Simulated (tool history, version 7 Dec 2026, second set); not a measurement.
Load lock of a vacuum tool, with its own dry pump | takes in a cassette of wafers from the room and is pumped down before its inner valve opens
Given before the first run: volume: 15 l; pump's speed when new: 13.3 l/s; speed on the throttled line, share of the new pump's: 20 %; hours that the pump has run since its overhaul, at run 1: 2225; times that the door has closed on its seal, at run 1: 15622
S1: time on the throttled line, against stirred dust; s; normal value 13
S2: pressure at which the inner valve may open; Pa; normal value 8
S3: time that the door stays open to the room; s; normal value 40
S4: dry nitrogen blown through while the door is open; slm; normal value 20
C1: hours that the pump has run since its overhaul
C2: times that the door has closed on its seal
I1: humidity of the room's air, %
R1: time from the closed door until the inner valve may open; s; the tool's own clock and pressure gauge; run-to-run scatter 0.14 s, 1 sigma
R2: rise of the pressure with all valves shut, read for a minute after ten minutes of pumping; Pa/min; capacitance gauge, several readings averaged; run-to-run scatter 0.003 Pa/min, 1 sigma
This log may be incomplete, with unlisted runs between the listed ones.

| run | hour | S1 | S2 | S3 | S4 | C1 | C2 | I1 | R1 | R2 |
|---|---|---|---|---|---|---|---|---|---|---|
| 1 | 0.0 | 13 | 8 | 40 | 20 | 2225 | 15622 | 44.1 | 21.2 | 0.049 |
| 2 | 100.5 | 13 | 8 | 139 | 20 | 2326 | 16071 | 42.4 | 21.0 | 0.117 |
| 3 | 168.6 | 17 | 8 | 40 | 20 | 2394 | 16376 | 45.2 | 24.3 | 0.056 |
| 4 | 265.7 | 13 | 8 | 40 | 20 | 2491 | 16810 | 44.9 | 21.3 | 0.051 |
| 5 | 361.8 | 13 | 8 | 40 | 20 | 2587 | 17240 | 45.1 | 21.1 | 0.053 |
| 6 | 430.1 | 13 | 8 | 40 | 20 | 2655 | 17546 | 48.5 | 20.7 | 0.064 |
| 7 | 543.2 | 13 | 8 | 40 | 20 | 2768 | 18052 | 42.7 | 21.3 | 0.051 |
| 8 | 620.3 | 13 | 8 | 40 | 20 | 2845 | 18397 | 43.7 | 21.5 | 0.054 |
| 9 | 695.1 | 13 | 8 | 40 | 20 | 2920 | 18731 | 49.2 | 21.1 | 0.060 |
| 10 | 746.0 | 13 | 8 | 40 | 20 | 2971 | 18959 | 46.9 | 21.1 | 0.055 |
| 11 | 859.0 | 13 | 8 | 40 | 20 | 3084 | 19465 | 47.7 | 21.0 | 0.052 |
| 12 | 974.7 | 13 | 8 | 40 | 20 | 3200 | 19982 | 42.5 | 21.2 | 0.051 |
| 13 | 1077.0 | 13 | 8 | 40 | 20 | 3302 | 20440 | 44.1 | 21.2 | 0.054 |
| 14 | 1149.7 | 13 | 8 | 40 | 20 | 3375 | 20766 | 45.4 | 21.3 | 0.053 |
| 15 | 1224.8 | 13 | 8 | 79 | 20 | 3450 | 21101 | 47.6 | 21.2 | 0.092 |
| 16 | 1328.5 | 24 | 8 | 40 | 20 | 3554 | 21565 | 45.4 | 30.2 | 0.054 |
| 17 | 1424.5 | 23 | 13 | 232 | 19 | 3650 | 21995 | 44.3 | 28.5 | 0.184 |
| 18 | 1489.9 | 23 | 13 | 232 | 19 | 3715 | 22287 | 43.1 | 28.3 | 0.174 |
| 19 | 1584.1 | 8 | 8 | 40 | 6 | 3809 | 22709 | 47.1 | 17.3 | 0.076 |
| 20 | 1672.1 | 8 | 8 | 85 | 25 | 3897 | 23103 | 47.2 | 17.0 | 0.090 |
| 21 | 1765.0 | 19 | 11 | 198 | 14 | 3990 | 23518 | 44.4 | 25.6 | 0.175 |
| 22 | 1824.8 | 19 | 11 | 198 | 14 | 4050 | 23786 | 43.8 | 25.5 | 0.181 |
| 23 | 1937.0 | 19 | 11 | 198 | 6 | 4162 | 24288 | 44.3 | 25.3 | 0.222 |
| 24 | 2037.7 | 13 | 8 | 55 | 20 | 4263 | 24738 | 45.3 | 21.2 | 0.058 |
| 25 | 2142.6 | 9 | 15 | 58 | 20 | 4368 | 25208 | 46.0 | 17.3 | 0.065 |
| 26 | 2251.6 | 13 | 7 | 192 | 20 | 4477 | 25695 | 43.4 | 21.2 | 0.153 |
| 27 | 2366.6 | 26 | 7 | 169 | 11 | 4592 | 26210 | 44.8 | 31.7 | 0.169 |
| 28 | 2442.5 | 24 | 6 | 149 | 27 | 4668 | 26549 | 43.1 | 30.5 | 0.116 |
| 29 | 2534.8 | 24 | 9 | 100 | 27 | 4760 | 26963 | 46.5 | 29.6 | 0.088 |

Here are 4 independent what-if runs from the current tool condition. What would each one return?
| A | 2600.2 | 13 | 8 | 40 | 32 | 4825 | 27255 | 44.6 | ? | ? |
| B | 2600.2 | 15 | 8 | 47 | 20 | 4825 | 27255 | 45.4 | ? | ? |
| C | 2600.2 | 18 | 9 | 36 | 5 | 4825 | 27255 | 42.7 | ? | ? |
| D | 2600.2 | 24 | 9 | 46 | 39 | 4825 | 27255 | 41.8 | ? | ? |

| run | R1 | R2 |
|---|---|---|
| A | 21.2 | 0.050 |
| B | 22.9 | 0.067 |
| C | 25.0 | 0.064 |
| D | 29.8 | 0.046 |
Had the tool no hidden state, the same runs would have come out as:
| run | R1 | R2 |
|---|---|---|
| A | 21.2 | 0.050 |
| B | 22.9 | 0.066 |
| C | 25.0 | 0.063 |
| D | 29.8 | 0.045 |
